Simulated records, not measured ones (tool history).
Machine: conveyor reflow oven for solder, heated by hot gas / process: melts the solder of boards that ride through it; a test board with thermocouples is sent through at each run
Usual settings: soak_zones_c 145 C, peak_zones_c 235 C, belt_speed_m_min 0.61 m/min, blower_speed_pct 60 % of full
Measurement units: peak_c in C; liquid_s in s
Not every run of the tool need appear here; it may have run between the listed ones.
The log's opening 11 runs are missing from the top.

| run | day | soak_zones_c | peak_zones_c | belt_speed_m_min | blower_speed_pct | hours of work since the flux was cleaned out | hours of work since the belt drive was overhauled | hours of work since the thermocouples were changed | peak_c | liquid_s |
|---|---|---|---|---|---|---|---|---|---|---|
|  | 5.988 | flux residue cleaned out of gas plates and filters |
|  | 6.229 | thermocouples of zones 6 and 7 changed |
| 12 | 6.329 | 130 | 235 | 0.61 | 60 | 3 | 165 | 1 | 212.8 | 39 |
| 13 | 6.675 | 130 | 223 | 0.61 | 60 | 8 | 170 | 6 | 203.1 | 31 |
| 14 | 7.038 | 130 | 223 | 0.61 | 59 | 13 | 175 | 11 | 203 | 30.6 |
| 15 | 7.788 | 130 | 223 | 0.61 | 59 | 23 | 185 | 21 | 202.7 | 30.5 |
| 16 | 8.483 | 137 | 244 | 0.61 | 59 | 33 | 194 | 30 | 221.6 | 46.1 |
|  | 9.392 | flux residue cleaned out of gas plates and filters, once more |
| 17 | 9.425 | 137 | 244 | 0.61 | 59 | 0 | 204 | 40 | 223.7 | 47.7 |
| 18 | 9.917 | 146 | 243 | 0.61 | 60 | 7 | 211 | 47 | 225.1 | 50.6 |
| 19 | 10.354 | 141 | 244 | 0.61 | 69 | 13 | 217 | 53 | 226.5 | 50.2 |
| 20 | 10.983 | 141 | 244 | 0.61 | 69 | 21 | 225 | 61 | 226.6 | 50 |
| 21 | 11.421 | 141 | 244 | 0.61 | 69 | 27 | 231 | 67 | 226.3 | 50 |
| 22 | 11.904 | 158 | 249 | 0.546 | 55 | 34 | 238 | 74 | 234.5 | 65.5 |
| 23 | 12.504 | 158 | 249 | 0.546 | 55 | 42 | 246 | 82 | 234.5 | 65.2 |
| 24 | 13.008 | 158 | 237 | 0.499 | 55 | 49 | 253 | 89 | 226 | 68 |
| 25 | 13.633 | 158 | 237 | 0.499 | 55 | 57 | 261 | 97 | 225.9 | 67.9 |
| 26 | 14.188 | 139 | 249 | 0.718 | 74 | 65 | 268 | 105 | 224.3 | 40.9 |
| 27 | 14.779 | 139 | 249 | 0.718 | 74 | 73 | 277 | 113 | 224.2 | 41 |
| 28 | 15.35 | 145 | 235 | 0.599 | 67 | 80 | 284 | 120 | 218.7 | 48.1 |
| 29 | 15.854 | 145 | 226 | 0.533 | 67 | 87 | 291 | 127 | 214.2 | 51.9 |
| 30 | 16.45 | 152 | 243 | 0.597 | 67 | 95 | 299 | 135 | 226.9 | 54.8 |

Forecast each of these 3 alternatives for the next run:
| A | 16.812 | 152 | 243 | 0.611 | 67 | 100 | 304 | 140 | ? | ? |
| B | 16.812 | 151 | 239 | 0.524 | 60 | 100 | 304 | 140 | ? | ? |
| C | 16.812 | 145 | 240 | 0.61 | 60 | 100 | 304 | 140 | ? | ? |

| run | peak_c | liquid_s |
|---|---|---|
| A | 226 | 53.3 |
| B | 225.5 | 61.7 |
| C | 221 | 48.4 |
Stripped of hidden state, with their random variation kept, the same runs would have yielded:
| run | peak_c | liquid_s |
|---|---|---|
| A | 227 | 53.3 |
| B | 226.3 | 61.7 |
| C | 222 | 48.6 |
